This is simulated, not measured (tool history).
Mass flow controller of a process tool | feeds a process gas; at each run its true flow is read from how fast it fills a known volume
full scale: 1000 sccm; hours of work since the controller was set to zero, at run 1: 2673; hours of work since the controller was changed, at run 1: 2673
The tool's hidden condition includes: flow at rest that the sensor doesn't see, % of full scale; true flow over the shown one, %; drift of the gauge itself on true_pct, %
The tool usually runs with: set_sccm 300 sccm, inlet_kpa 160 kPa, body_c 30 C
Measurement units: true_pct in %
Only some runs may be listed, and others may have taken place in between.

run,hour,set_sccm,inlet_kpa,body_c,hours of work since the controller was set to zero,hours of work since the controller was changed,true_pct
1,0,300,160,30,2673,2673,98.93
2,140.1,300,160,24,2780,2780,99.69
3,253.8,300,160,24,2867,2867,99.56
4,390.7,300,160,24,2972,2972,99.47
5,477,300,160,24,3038,3038,99.57
6,538.5,300,160,24,3086,3086,99.58
7,652.2,300,160,24,3173,3173,99.43
8,771.7,300,160,24,3264,3264,99.41
9,901.7,300,160,24,3364,3364,99.44
10,1036.6,300,160,24,3468,3468,99.37
11,1178,300,160,38,3576,3576,97.85
12,1283.3,300,160,38,3657,3657,97.68
13,1360.9,300,160,38,3716,3716,97.69
14,1498.5,300,160,38,3822,3822,97.54
15,1596.6,300,160,30,3897,3897,98.56
16,1670.9,300,160,30,3954,3954,98.5
17,1739.8,351,160,30,4007,4007,98.53
18,1838.1,300,160,30,4082,4082,98.54
19,1946.6,587,160,30,4166,4166,98.77
20,2053.6,587,160,21,4248,4248,99.76
21,2180,587,160,21,4345,4345,99.95
22,2299.1,587,160,21,4436,4436,99.68
23,2437,300,160,24,4542,4542,99.07
24,2555.4,300,160,30,4632,4632,98.31
25,2658.9,300,160,30,4712,4712,98.44
26,2737.4,300,160,30,4772,4772,98.18
27,2816.3,300,160,30,4833,4833,98.24
28,2878.1,300,160,30,4880,4880,98.21
29,2953.2,300,164,30,4937,4937,98.09
30,3074.8,739,160,34,5031,5031,98.24
31,3202.3,191,160,38,5129,5129,97.14
32,3275.5,191,160,38,5185,5185,97.29
# hour 3350.5: gauge calibrated
33,3350.5,226,242,25,5242,5242,98.73
34,3443.1,226,181,35,5313,5313,98.15
35,3547.7,226,181,35,5393,5393,98.08
36,3630.6,226,181,35,5457,5457,98.16
37,3693.2,226,181,35,5505,5505,98.03
38,3784.7,226,181,35,5575,5575,98.01
39,3867.8,126,255,37,5639,5639,97.13
40,3950,126,255,37,5702,5702,97.25
41,4025.2,719,161,21,5760,5760,100.25
42,4142.3,659,219,26,5849,5849,99.12
43,4267.3,659,147,35,5945,5945,98.61
44,4381,659,147,35,6033,6033,98.62
45,4469,182,160,30,6100,6100,98.38
46,4578.9,182,160,30,6184,6184,98.44
47,4724.1,182,160,30,6296,6296,98.45

Below are 5 alternative next runs, each starting from the tool's condition after run 47. Predict each:
A,4787.7,384,160,30,6344,6344,?
B,4787.7,182,192,30,6344,6344,?
C,4787.7,182,160,23,6344,6344,?
D,4787.7,394,252,28,6344,6344,?
E,4787.7,299,162,30,6344,6344,?

run,true_pct
A,98.57
B,98.2
C,99.44
D,98.18
E,98.43
Without the tool's unlogged condition, the same runs would have read:
run,true_pct
A,98.94
B,98.58
C,99.82
D,98.55
E,98.8

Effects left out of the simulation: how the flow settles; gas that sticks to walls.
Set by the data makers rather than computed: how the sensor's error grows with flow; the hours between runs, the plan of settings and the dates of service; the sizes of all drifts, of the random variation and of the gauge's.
